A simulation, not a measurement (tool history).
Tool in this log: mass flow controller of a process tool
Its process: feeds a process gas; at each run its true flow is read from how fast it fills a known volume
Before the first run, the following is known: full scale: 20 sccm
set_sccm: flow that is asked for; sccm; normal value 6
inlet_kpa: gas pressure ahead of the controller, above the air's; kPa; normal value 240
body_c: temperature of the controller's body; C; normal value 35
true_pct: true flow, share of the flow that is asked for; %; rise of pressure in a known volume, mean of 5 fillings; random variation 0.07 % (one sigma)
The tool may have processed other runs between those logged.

Run 1, hour 0.0: usual settings. Result: true_pct 98.81 %.
Run 2, hour 328.9: usual settings but set_sccm 4 sccm. Result: true_pct 98.79 %.
Run 3, hour 857.2: usual settings but inlet_kpa 164 kPa. Result: true_pct 98.83 %.
Run 4, hour 1180.8: usual settings. Result: true_pct 98.73 %.
Run 5, hour 1536.5: usual settings. Result: true_pct 98.88 %.
Run 6, hour 1933.7: usual settings but body_c 23 C. Result: true_pct 99.98 %.
Run 7, hour 2209.4: usual settings but set_sccm 9 sccm, body_c 33 C. Result: true_pct 98.98 %.
Run 8, hour 2435.8: usual settings but set_sccm 17 sccm, inlet_kpa 239 kPa. Result: true_pct 98.73 %.
Run 9, hour 2897.8: usual settings but set_sccm 3 sccm, body_c 22 C. Result: true_pct 100.58 %.
Run 10, hour 3193.1: usual settings but set_sccm 3 sccm, body_c 22 C. Result: true_pct 100.70 %.
Run 11, hour 3638.3: usual settings but set_sccm 3 sccm, inlet_kpa 162 kPa, body_c 38 C. Result: true_pct 99.50 %.

Run by run, hidden condition taken away, random variation retained:
Hidden conditions of the tool in this case: flow at rest that the sensor doesn't see, % of full scale; true flow over the shown one, %; drift of the gauge itself on true_pct, %.
run  true_pct
  1     98.70
  2     98.61
  3     98.64
  4     98.51
  5     98.62
  6     99.70
  7     98.85
  8     98.78
  9     99.55
 10     99.59
 11     98.26
